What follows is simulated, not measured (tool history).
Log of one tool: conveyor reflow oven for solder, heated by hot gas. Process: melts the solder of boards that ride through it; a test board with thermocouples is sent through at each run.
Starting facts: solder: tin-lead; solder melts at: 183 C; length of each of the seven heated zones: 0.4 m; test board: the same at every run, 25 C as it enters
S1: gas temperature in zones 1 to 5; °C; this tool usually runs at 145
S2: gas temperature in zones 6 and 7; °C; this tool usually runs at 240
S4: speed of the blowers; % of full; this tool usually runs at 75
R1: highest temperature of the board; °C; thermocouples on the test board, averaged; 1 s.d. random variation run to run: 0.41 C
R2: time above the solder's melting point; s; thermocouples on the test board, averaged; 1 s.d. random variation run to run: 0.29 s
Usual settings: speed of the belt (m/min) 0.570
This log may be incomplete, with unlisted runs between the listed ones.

{"run": 1, "day": 0.0, "S1": 145, "S2": 240, "speed of the belt (m/min)": 0.57, "S4": 75, "R1": 227.7, "R2": 74.4}
{"run": 2, "day": 0.921, "S1": 145, "S2": 240, "speed of the belt (m/min)": 0.57, "S4": 75, "R1": 226.9, "R2": 74.1}
{"run": 3, "day": 1.542, "S1": 145, "S2": 240, "speed of the belt (m/min)": 0.57, "S4": 75, "R1": 227.1, "R2": 74.4}
{"run": 4, "day": 2.046, "S1": 145, "S2": 240, "speed of the belt (m/min)": 0.57, "S4": 75, "R1": 226.9, "R2": 74.1}
{"run": 5, "day": 2.475, "S1": 145, "S2": 251, "speed of the belt (m/min)": 0.57, "S4": 75, "R1": 236.8, "R2": 79.7}
{"run": 6, "day": 3.421, "S1": 145, "S2": 253, "speed of the belt (m/min)": 0.57, "S4": 75, "R1": 238.1, "R2": 80.3}
{"run": 7, "day": 4.167, "S1": 145, "S2": 253, "speed of the belt (m/min)": 0.57, "S4": 75, "R1": 238.5, "R2": 80.5}
{"run": 8, "day": 5.029, "S1": 145, "S2": 253, "speed of the belt (m/min)": 0.57, "S4": 75, "R1": 238.1, "R2": 80.2}
{"run": 9, "day": 5.733, "S1": 145, "S2": 240, "speed of the belt (m/min)": 0.57, "S4": 75, "R1": 226.4, "R2": 73.6}
{"run": 10, "day": 6.483, "S1": 145, "S2": 240, "speed of the belt (m/min)": 0.57, "S4": 89, "R1": 228.5, "R2": 75.4}
{"run": 11, "day": 6.942, "S1": 145, "S2": 240, "speed of the belt (m/min)": 0.545, "S4": 75, "R1": 227.5, "R2": 77.5}
{"run": 12, "day": 7.671, "S1": 145, "S2": 240, "speed of the belt (m/min)": 0.545, "S4": 75, "R1": 227.8, "R2": 78.2}
{"run": 13, "day": 8.358, "S1": 145, "S2": 240, "speed of the belt (m/min)": 0.545, "S4": 75, "R1": 227.5, "R2": 78.0}
{"run": 14, "day": 9.104, "S1": 145, "S2": 240, "speed of the belt (m/min)": 0.57, "S4": 61, "R1": 223.3, "R2": 71.6}
{"run": 15, "day": 9.912, "S1": 145, "S2": 240, "speed of the belt (m/min)": 0.57, "S4": 61, "R1": 223.0, "R2": 71.4}
{"run": 16, "day": 10.612, "S1": 131, "S2": 249, "speed of the belt (m/min)": 0.57, "S4": 61, "R1": 228.8, "R2": 69.6}
{"run": 17, "day": 11.333, "S1": 141, "S2": 240, "speed of the belt (m/min)": 0.57, "S4": 79, "R1": 226.2, "R2": 72.1}
{"run": 18, "day": 12.062, "S1": 141, "S2": 240, "speed of the belt (m/min)": 0.645, "S4": 79, "R1": 221.6, "R2": 60.7}
{"run": 19, "day": 12.992, "S1": 141, "S2": 240, "speed of the belt (m/min)": 0.645, "S4": 79, "R1": 222.0, "R2": 60.0}
{"run": 20, "day": 13.654, "S1": 142, "S2": 238, "speed of the belt (m/min)": 0.598, "S4": 54, "R1": 217.4, "R2": 61.4}
{"run": 21, "day": 14.212, "S1": 142, "S2": 238, "speed of the belt (m/min)": 0.598, "S4": 51, "R1": 216.7, "R2": 60.1}
{"run": 22, "day": 14.679, "S1": 142, "S2": 238, "speed of the belt (m/min)": 0.598, "S4": 51, "R1": 216.9, "R2": 59.7}
{"run": 23, "day": 15.075, "S1": 142, "S2": 238, "speed of the belt (m/min)": 0.598, "S4": 51, "R1": 215.4, "R2": 60.2}
{"run": 24, "day": 15.912, "S1": 138, "S2": 240, "speed of the belt (m/min)": 0.656, "S4": 75, "R1": 219.3, "R2": 56.5}
{"run": 25, "day": 16.35, "S1": 138, "S2": 236, "speed of the belt (m/min)": 0.67, "S4": 75, "R1": 214.8, "R2": 51.7}
{"day": 17.325, "done": "flux residue cleaned out of gas plates and filters"}
{"run": 26, "day": 17.462, "S1": 145, "S2": 240, "speed of the belt (m/min)": 0.57, "S4": 74, "R1": 227.7, "R2": 74.8}
{"run": 27, "day": 18.008, "S1": 145, "S2": 235, "speed of the belt (m/min)": 0.471, "S4": 51, "R1": 222.9, "R2": 86.9}
{"run": 28, "day": 18.854, "S1": 130, "S2": 250, "speed of the belt (m/min)": 0.57, "S4": 75, "R1": 234.0, "R2": 73.1}
{"run": 29, "day": 19.633, "S1": 151, "S2": 232, "speed of the belt (m/min)": 0.57, "S4": 55, "R1": 216.2, "R2": 69.7}
{"run": 30, "day": 20.258, "S1": 159, "S2": 232, "speed of the belt (m/min)": 0.645, "S4": 52, "R1": 213.5, "R2": 62.3}

Predict each of these 4 candidate next runs independently; none follows another, all start after run 30:
{"run": "A", "day": 20.821, "S1": 156, "S2": 232, "speed of the belt (m/min)": 0.472, "S4": 52, "R1": "?", "R2": "?"}
{"run": "B", "day": 20.821, "S1": 145, "S2": 241, "speed of the belt (m/min)": 0.57, "S4": 75, "R1": "?", "R2": "?"}
{"run": "C", "day": 20.821, "S1": 159, "S2": 232, "speed of the belt (m/min)": 0.514, "S4": 55, "R1": "?", "R2": "?"}
{"run": "D", "day": 20.821, "S1": 145, "S2": 240, "speed of the belt (m/min)": 0.536, "S4": 75, "R1": "?", "R2": "?"}

run=A R1=221.6 R2=92.2
run=B R1=227.5 R2=74.9
run=C R1=219.8 R2=85.9
run=D R1=228.1 R2=80.1
Without the tool's hidden state the same runs would have given:
run=A R1=222.2 R2=91.0
run=B R1=228.3 R2=74.1
run=C R1=220.5 R2=84.8
run=D R1=228.9 R2=79.2
